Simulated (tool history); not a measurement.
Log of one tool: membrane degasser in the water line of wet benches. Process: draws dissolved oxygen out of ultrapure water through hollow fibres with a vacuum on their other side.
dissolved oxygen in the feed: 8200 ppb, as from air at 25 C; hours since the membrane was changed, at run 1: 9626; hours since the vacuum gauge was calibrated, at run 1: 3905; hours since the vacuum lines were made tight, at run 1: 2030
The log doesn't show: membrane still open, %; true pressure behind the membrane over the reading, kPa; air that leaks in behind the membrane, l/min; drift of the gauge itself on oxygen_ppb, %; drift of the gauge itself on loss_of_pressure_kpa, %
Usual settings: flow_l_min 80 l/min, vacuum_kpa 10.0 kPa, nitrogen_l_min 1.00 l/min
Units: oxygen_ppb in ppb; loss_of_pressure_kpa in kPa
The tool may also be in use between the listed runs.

run    hour  flow_l_min  vacuum_kpa  nitrogen_l_min  hours since the membrane was changed  hours since the vacuum gauge was calibrated  hours since the vacuum lines were made tight  oxygen_ppb  loss_of_pressure_kpa
  1     0.0          80        10.0            1.00                                  9626                                         3905                                          2030       843.7                 60.39
  2   256.8          80        10.0            1.00                                  9883                                         4162                                          2286       840.0                 60.00
  3   458.6          80        10.0            1.00                                 10084                                         4363                                          2488       844.1                 60.52
  4   593.3          52        10.0            1.00                                 10219                                         4498                                          2623       630.3                 39.31
  5   891.7          80        10.0            1.00                                 10517                                         4796                                          2921       846.1                 60.46
  6  1077.5          80         7.4            1.00                                 10703                                         4982                                          3107       538.4                 60.46
  7  1311.8          80        12.7            1.00                                 10938                                         5217                                          3341      1146.4                 60.86
  8  1477.2          80        10.0            1.00                                 11103                                         5382                                          3507       843.6                 60.78
  9  1685.6          80        10.0            1.00                                 11311                                         5590                                          3715       844.5                 60.81
     1756.1  -- vacuum gauge calibrated
 10  1950.1          87        10.0            1.00                                 11575                                          194                                          3979       892.9                 66.07
 11  2130.5          80        16.4            1.00                                 11756                                          374                                          4160      1529.3                 60.73
 12  2267.7          80        16.4            1.00                                 11893                                          512                                          4297      1534.1                 60.91
 13  2486.6          80        16.4            1.00                                 12112                                          730                                          4516      1530.6                 60.75
 14  2757.2          80        16.4            1.00                                 12383                                         1001                                          4786      1527.2                 61.06
 15  2925.2          80        16.4            1.00                                 12550                                         1169                                          4954      1527.7                 61.33
 16  3196.2          80        10.0            1.00                                 12821                                         1440                                          5225       845.0                 61.66
 17  3462.2          80        10.0            1.00                                 13087                                         1706                                          5491       848.6                 61.45
 18  3745.1         116        10.0            1.22                                 13370                                         1989                                          5774       953.4                 89.10
     3784.3  -- gauge calibrated
 19  3892.1          71        15.0            0.55                                 13517                                         2136                                          5921      1817.8                 53.48
 20  4194.1          69        10.0            1.00                                 13819                                         2438                                          6223       768.6                 51.55
 21  4481.5          80        19.7            2.29                                 14107                                         2725                                          6511      1060.6                 60.43
 22  4663.9          57        12.4            0.53                                 14289                                         2908                                          6693      1325.8                 43.21
 23  4789.6          57        12.4            0.53                                 14415                                         3033                                          6819      1323.8                 43.22
 24  5055.0          80        10.0            2.67                                 14680                                         3299                                          7084       413.5                 60.58
 25  5331.9          80        10.0            2.67                                 14957                                         3576                                          7361       415.1                 60.57
 26  5497.7         127         7.3            2.67                                 15123                                         3742                                          7527       393.2                 96.76
 27  5761.2         127         7.3            1.51                                 15386                                         4005                                          7790       566.1                 96.52
 28  5905.6          78         7.6            1.00                                 15531                                         4149                                          7935       551.7                 59.81
     5951.5  -- seals of the vacuum lines changed
 29  6193.4          78         7.6            1.00                                 15817                                         4435                                           242       552.5                 59.52
 30  6463.4          51         7.6            2.15                                 16087                                         4705                                           512       223.0                 39.04
 31  6694.5          52         7.6            0.61                                 16318                                         4936                                           743       584.7                 39.84
 32  6845.2          52         7.6            0.61                                 16468                                         5087                                           894       585.1                 39.71
 33  7105.2          52        10.5            0.64                                 16729                                         5347                                          1154       905.9                 39.98

Hidden state or all else? Some run-to-run changes of loss_of_pressure_kpa, split into what the settings, what came in and random variation would give without the hidden state, and what is left for the hidden state (with any gauge scatter that isn't in both results):
Run 17 -> 18: flow_l_min 80 -> 116, nitrogen_l_min 1.00 -> 1.22. loss_of_pressure_kpa +27.65 kPa: hidden state +0.70, all else +26.95.
Run 18 -> 19: flow_l_min 116 -> 71, vacuum_kpa 10.0 -> 15.0, nitrogen_l_min 1.22 -> 0.55, gauge calibrated. loss_of_pressure_kpa -35.62 kPa: hidden state -1.87, all else -33.75.
Run 25 -> 26: flow_l_min 80 -> 127, vacuum_kpa 10.0 -> 7.3. loss_of_pressure_kpa +36.19 kPa: hidden state +0.44, all else +35.75.
Run 27 -> 28: flow_l_min 127 -> 78, vacuum_kpa 7.3 -> 7.6, nitrogen_l_min 1.51 -> 1.00. loss_of_pressure_kpa -36.71 kPa: hidden state -0.40, all else -36.31.
